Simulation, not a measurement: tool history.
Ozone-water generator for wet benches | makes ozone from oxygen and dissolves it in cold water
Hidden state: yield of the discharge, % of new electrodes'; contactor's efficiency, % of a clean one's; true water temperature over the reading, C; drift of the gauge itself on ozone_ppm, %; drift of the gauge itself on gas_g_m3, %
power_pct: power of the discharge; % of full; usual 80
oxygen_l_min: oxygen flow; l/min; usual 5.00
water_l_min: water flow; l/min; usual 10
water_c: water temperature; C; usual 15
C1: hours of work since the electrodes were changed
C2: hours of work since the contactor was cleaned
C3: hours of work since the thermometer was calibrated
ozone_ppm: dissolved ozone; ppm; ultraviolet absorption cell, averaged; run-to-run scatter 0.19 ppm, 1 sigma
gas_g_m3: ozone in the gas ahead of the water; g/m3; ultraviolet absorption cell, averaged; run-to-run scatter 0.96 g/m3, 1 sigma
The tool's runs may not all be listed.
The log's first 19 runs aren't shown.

run 20 hour=1652.2 | power_pct=80 oxygen_l_min=3.65 water_l_min=10 water_c=15 | C1=1993 C2=5374 C3=179 | ozone_ppm=25.3 gas_g_m3=188.3
run 21 hour=1761.4 | power_pct=80 oxygen_l_min=3.65 water_l_min=10 water_c=15 | C1=2071 C2=5452 C3=257 | ozone_ppm=25.1 gas_g_m3=187.7
run 22 hour=1840.1 | power_pct=55 oxygen_l_min=5.00 water_l_min=10 water_c=15 | C1=2127 C2=5508 C3=313 | ozone_ppm=19.1 gas_g_m3=124.9
run 23 hour=1949.9 | power_pct=77 oxygen_l_min=8.45 water_l_min=10 water_c=15 | C1=2205 C2=5586 C3=391 | ozone_ppm=20.8 gas_g_m3=112.8
run 24 hour=2049.8 | power_pct=77 oxygen_l_min=8.45 water_l_min=10 water_c=15 | C1=2277 C2=5657 C3=462 | ozone_ppm=20.7 gas_g_m3=113.5
run 25 hour=2104.1 | power_pct=77 oxygen_l_min=8.45 water_l_min=10 water_c=15 | C1=2315 C2=5696 C3=501 | ozone_ppm=20.5 gas_g_m3=113.4
run 26 hour=2158.2 | power_pct=80 oxygen_l_min=2.61 water_l_min=10 water_c=8 | C1=2354 C2=5734 C3=539 | ozone_ppm=27.2 gas_g_m3=225.9
run 27 hour=2265.5 | power_pct=100 oxygen_l_min=2.76 water_l_min=12 water_c=15 | C1=2430 C2=5811 C3=616 | ozone_ppm=24.7 gas_g_m3=248.1
run 28 hour=2370.2 | power_pct=66 oxygen_l_min=8.78 water_l_min=9 water_c=9 | C1=2505 C2=5885 C3=690 | ozone_ppm=22.3 gas_g_m3=99.1
run 29 hour=2451.4 | power_pct=51 oxygen_l_min=5.00 water_l_min=15 water_c=8 | C1=2563 C2=5943 C3=748 | ozone_ppm=15.4 gas_g_m3=118.2
run 30 hour=2564.8 | power_pct=51 oxygen_l_min=5.00 water_l_min=15 water_c=8 | C1=2643 C2=6024 C3=829 | ozone_ppm=15.4 gas_g_m3=118.0
run 31 hour=2678.9 | power_pct=80 oxygen_l_min=3.05 water_l_min=13 water_c=11 | C1=2725 C2=6105 C3=910 | ozone_ppm=21.3 gas_g_m3=202.1
run 32 hour=2796.2 | power_pct=49 oxygen_l_min=3.05 water_l_min=15 water_c=14 | C1=2808 C2=6189 C3=994 | ozone_ppm=13.6 gas_g_m3=153.4
run 33 hour=2876.5 | power_pct=49 oxygen_l_min=3.05 water_l_min=15 water_c=16 | C1=2865 C2=6246 C3=1051 | ozone_ppm=13.2 gas_g_m3=152.8

Branching from run 33: 3 alternative next runs. What would each branch give?
run A hour=2973.7 | power_pct=50 oxygen_l_min=3.05 water_l_min=14 water_c=14 | C1=2935 C2=6315 C3=1120 | ozone_ppm=? gas_g_m3=?
run B hour=2973.7 | power_pct=64 oxygen_l_min=3.05 water_l_min=7 water_c=8 | C1=2935 C2=6315 C3=1120 | ozone_ppm=? gas_g_m3=?
run C hour=2973.7 | power_pct=95 oxygen_l_min=3.05 water_l_min=7 water_c=22 | C1=2935 C2=6315 C3=1120 | ozone_ppm=? gas_g_m3=?

run=A ozone_ppm=14.4 gas_g_m3=153.5
run=B ozone_ppm=30.9 gas_g_m3=177.0
run=C ozone_ppm=30.4 gas_g_m3=225.2
With no hidden state in the tool, these same runs would have given:
run=A ozone_ppm=15.8 gas_g_m3=161.3
run=B ozone_ppm=33.9 gas_g_m3=187.8
run=C ozone_ppm=33.9 gas_g_m3=242.7
